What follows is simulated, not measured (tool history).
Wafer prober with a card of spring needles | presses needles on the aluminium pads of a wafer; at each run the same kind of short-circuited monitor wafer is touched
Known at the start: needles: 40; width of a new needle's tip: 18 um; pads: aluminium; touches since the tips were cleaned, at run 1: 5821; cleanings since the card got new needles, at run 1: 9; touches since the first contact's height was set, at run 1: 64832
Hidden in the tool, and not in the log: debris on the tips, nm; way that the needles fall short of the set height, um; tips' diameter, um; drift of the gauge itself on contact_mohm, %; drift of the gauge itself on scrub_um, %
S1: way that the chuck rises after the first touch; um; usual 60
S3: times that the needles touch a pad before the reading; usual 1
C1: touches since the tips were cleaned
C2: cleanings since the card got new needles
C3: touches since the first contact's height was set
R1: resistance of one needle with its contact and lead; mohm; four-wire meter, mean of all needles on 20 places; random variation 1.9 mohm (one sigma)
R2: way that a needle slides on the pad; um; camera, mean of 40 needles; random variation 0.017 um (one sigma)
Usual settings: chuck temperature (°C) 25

run 1 day=0 | S1=60 chuck_temperature_(°C)=25 S3=1 | C1=5821 C2=9 C3=64832 | R1=207 R2=8.24
-- day=0.046 tips cleaned on abrasive film
run 2 day=0.288 | S1=60 chuck_temperature_(°C)=25 S3=1 | C1=1901 C2=10 C3=67067 | R1=211 R2=8.28
run 3 day=0.758 | S1=60 chuck_temperature_(°C)=25 S3=1 | C1=5571 C2=10 C3=70737 | R1=210 R2=8.27
-- day=0.833 tips cleaned on abrasive film
run 4 day=1.2 | S1=60 chuck_temperature_(°C)=25 S3=1 | C1=2899 C2=11 C3=74192 | R1=210 R2=8.29
-- day=1.633 tips cleaned on abrasive film
run 5 day=1.675 | S1=62 chuck_temperature_(°C)=25 S3=1 | C1=320 C2=12 C3=77881 | R1=211 R2=8.55
run 6 day=2.088 | S1=62 chuck_temperature_(°C)=25 S3=1 | C1=3568 C2=12 C3=81129 | R1=212 R2=8.54
-- day=2.421 tips cleaned on abrasive film
run 7 day=2.604 | S1=62 chuck_temperature_(°C)=25 S3=1 | C1=1464 C2=13 C3=85152 | R1=212 R2=8.54
run 8 day=2.929 | S1=62 chuck_temperature_(°C)=25 S3=1 | C1=3999 C2=13 C3=87687 | R1=209 R2=8.54
-- day=3.204 tips cleaned on abrasive film
run 9 day=3.254 | S1=62 chuck_temperature_(°C)=25 S3=1 | C1=391 C2=14 C3=90208 | R1=206 R2=8.55
run 10 day=3.471 | S1=60 chuck_temperature_(°C)=25 S3=1 | C1=2092 C2=14 C3=91909 | R1=209 R2=8.29
run 11 day=3.758 | S1=67 chuck_temperature_(°C)=25 S3=1 | C1=4359 C2=14 C3=94176 | R1=212 R2=9.22
-- day=4.025 tips cleaned on abrasive film
run 12 day=4.271 | S1=60 chuck_temperature_(°C)=25 S3=1 | C1=1936 C2=15 C3=98164 | R1=211 R2=8.25
run 13 day=4.55 | S1=57 chuck_temperature_(°C)=25 S3=1 | C1=4119 C2=15 C3=100347 | R1=209 R2=7.85
-- day=4.846 tips cleaned on abrasive film
run 14 day=5.05 | S1=60 chuck_temperature_(°C)=84 S3=1 | C1=1612 C2=16 C3=104250 | R1=224 R2=8.29
run 15 day=5.542 | S1=47 chuck_temperature_(°C)=25 S3=1 | C1=5459 C2=16 C3=108097 | R1=213 R2=6.46
-- day=5.646 tips cleaned on abrasive film
run 16 day=6.058 | S1=60 chuck_temperature_(°C)=62 S3=1 | C1=3212 C2=17 C3=112115 | R1=219 R2=8.27
-- day=6.45 tips cleaned on abrasive film
run 17 day=6.542 | S1=60 chuck_temperature_(°C)=25 S3=1 | C1=711 C2=18 C3=115884 | R1=210 R2=8.29
run 18 day=6.792 | S1=54 chuck_temperature_(°C)=75 S3=1 | C1=2677 C2=18 C3=117850 | R1=222 R2=7.45
run 19 day=7.067 | S1=48 chuck_temperature_(°C)=75 S3=1 | C1=4849 C2=18 C3=120022 | R1=225 R2=6.61
-- day=7.246 tips cleaned on abrasive film
run 20 day=7.396 | S1=61 chuck_temperature_(°C)=25 S3=1 | C1=1172 C2=19 C3=122553 | R1=211 R2=8.42
run 21 day=7.883 | S1=61 chuck_temperature_(°C)=25 S3=1 | C1=5007 C2=19 C3=126388 | R1=210 R2=8.4
-- day=8.033 tips cleaned on abrasive film
run 22 day=8.329 | S1=72 chuck_temperature_(°C)=25 S3=3 | C1=2332 C2=20 C3=129865 | R1=207 R2=9.93
run 23 day=8.571 | S1=60 chuck_temperature_(°C)=115 S3=1 | C1=4229 C2=20 C3=131762 | R1=232 R2=8.27
-- day=8.817 tips cleaned on abrasive film
run 24 day=8.833 | S1=80 chuck_temperature_(°C)=68 S3=2 | C1=113 C2=21 C3=133765 | R1=218 R2=10.99
run 25 day=9.225 | S1=80 chuck_temperature_(°C)=68 S3=2 | C1=3217 C2=21 C3=136869 | R1=216 R2=11.04
-- day=9.642 tips cleaned on abrasive film
run 26 day=9.667 | S1=50 chuck_temperature_(°C)=62 S3=2 | C1=197 C2=22 C3=140292 | R1=220 R2=6.87
run 27 day=9.933 | S1=50 chuck_temperature_(°C)=95 S3=2 | C1=2296 C2=22 C3=142391 | R1=227 R2=6.89
run 28 day=10.4 | S1=79 chuck_temperature_(°C)=64 S3=1 | C1=5961 C2=22 C3=146056 | R1=213 R2=10.87
-- day=10.45 tips cleaned on abrasive film
run 29 day=10.708 | S1=45 chuck_temperature_(°C)=34 S3=1 | C1=2039 C2=23 C3=148437 | R1=211 R2=6.22
run 30 day=11.129 | S1=59 chuck_temperature_(°C)=25 S3=1 | C1=5349 C2=23 C3=151747 | R1=210 R2=8.14
-- day=11.242 tips cleaned on abrasive film
run 31 day=11.529 | S1=59 chuck_temperature_(°C)=25 S3=1 | C1=2260 C2=24 C3=154832 | R1=211 R2=8.12
-- day=12.033 tips cleaned on abrasive film
run 32 day=12.054 | S1=55 chuck_temperature_(°C)=31 S3=1 | C1=151 C2=25 C3=158921 | R1=207 R2=7.55
run 33 day=12.404 | S1=53 chuck_temperature_(°C)=25 S3=1 | C1=2901 C2=25 C3=161671 | R1=208 R2=7.31

Forecast each of these 4 alternatives for the next run:
run A day=12.796 | S1=54 chuck_temperature_(°C)=54 S3=2 | C1=5984 C2=25 C3=164754 | R1=? R2=?
run B day=12.796 | S1=45 chuck_temperature_(°C)=104 S3=1 | C1=5984 C2=25 C3=164754 | R1=? R2=?
run C day=12.796 | S1=53 chuck_temperature_(°C)=45 S3=2 | C1=5984 C2=25 C3=164754 | R1=? R2=?
run D day=12.796 | S1=67 chuck_temperature_(°C)=25 S3=1 | C1=5984 C2=25 C3=164754 | R1=? R2=?

run=A R1=215 R2=7.46
run=B R1=236 R2=6.22
run=C R1=218 R2=7.31
run=D R1=210 R2=9.21
Without the tool's hidden state the same runs would have given:
run=A R1=215 R2=7.46
run=B R1=235 R2=6.22
run=C R1=218 R2=7.31
run=D R1=210 R2=9.21
